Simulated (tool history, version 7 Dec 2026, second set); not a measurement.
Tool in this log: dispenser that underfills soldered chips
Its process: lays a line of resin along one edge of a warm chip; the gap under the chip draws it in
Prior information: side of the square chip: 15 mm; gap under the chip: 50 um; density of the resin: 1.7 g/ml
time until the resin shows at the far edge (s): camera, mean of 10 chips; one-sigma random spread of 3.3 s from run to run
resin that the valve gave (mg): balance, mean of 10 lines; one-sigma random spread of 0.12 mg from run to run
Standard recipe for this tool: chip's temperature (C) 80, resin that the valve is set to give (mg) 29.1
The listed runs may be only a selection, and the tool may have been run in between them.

run,hour,chip's temperature (C),resin that the valve is set to give (mg),time until the resin shows at the far edge (s),resin that the valve gave (mg)
1,0.0,80,29.1,488.3,27.40
# hour 2.4: new syringe of resin
2,5.5,80,27.3,386.4,25.57
3,10.9,80,27.3,449.7,25.41
# hour 16.2: new syringe of resin
4,16.2,80,29.1,335.9,27.14
5,19.0,80,29.1,367.8,26.94
6,22.6,68,29.1,573.2,27.18
7,25.3,68,29.1,631.9,26.99
# hour 30.1: new syringe of resin
8,30.5,68,29.1,481.7,26.88
9,35.8,76,29.1,440.5,26.77
10,41.7,76,29.1,545.2,26.64
# hour 43.6: new syringe of resin
11,47.5,76,29.1,431.5,26.56
# hour 49.7: dispensing valve cleaned and set on the balance
12,54.4,76,29.1,503.9,29.08
# hour 58.4: new syringe of resin
13,60.3,80,29.1,345.9,28.82
14,63.6,80,29.1,392.0,28.73
15,66.7,90,29.1,323.7,28.86
# hour 72.0: new syringe of resin
16,72.0,90,29.1,250.6,28.67
17,77.9,84,29.1,348.1,28.50
18,82.8,84,29.1,425.0,28.56
# hour 85.6: new syringe of resin
19,88.6,87,30.0,300.9,29.18
20,93.5,80,37.4,407.5,36.23
21,97.8,80,37.4,472.9,36.31
# hour 99.2: new syringe of resin
22,103.2,65,28.6,590.5,27.48
23,107.1,65,27.9,663.5,26.88
24,109.9,71,24.7,626.6,23.71
# hour 112.8: new syringe of resin
25,112.8,71,24.7,433.8,23.63
26,117.0,68,34.3,509.2,32.63
27,119.6,85,27.0,344.8,25.72
28,123.3,68,30.2,645.5,28.60
# hour 126.6: new syringe of resin
29,126.7,67,30.1,489.1,28.61
30,130.7,80,26.8,392.3,25.46
31,133.5,68,32.0,581.9,30.15
32,137.3,68,32.0,660.8,30.09
# hour 140.2: new syringe of resin
33,141.3,93,34.8,231.5,32.54
34,144.3,78,25.8,410.0,24.10
35,149.7,80,35.2,439.4,32.55
# hour 153.8: new syringe of resin
36,155.3,80,35.2,335.5,32.39

Branching from run 36: 4 alternative next runs. What would each branch give?
A,161.3,72,34.1,?,?
B,161.3,80,27.1,?,?
C,161.3,88,27.4,?,?
D,161.3,74,24.7,?,?

run,time until the resin shows at the far edge (s),resin that the valve gave (mg)
A,510.7,31.31
B,412.8,25.17
C,333.9,25.43
D,512.7,22.74
The same runs, with their run-to-run variation unchanged, on a tool lacking any hidden condition would have given:
run,time until the resin shows at the far edge (s),resin that the valve gave (mg)
A,420.4,33.91
B,334.9,27.26
C,270.7,27.55
D,412.7,24.64

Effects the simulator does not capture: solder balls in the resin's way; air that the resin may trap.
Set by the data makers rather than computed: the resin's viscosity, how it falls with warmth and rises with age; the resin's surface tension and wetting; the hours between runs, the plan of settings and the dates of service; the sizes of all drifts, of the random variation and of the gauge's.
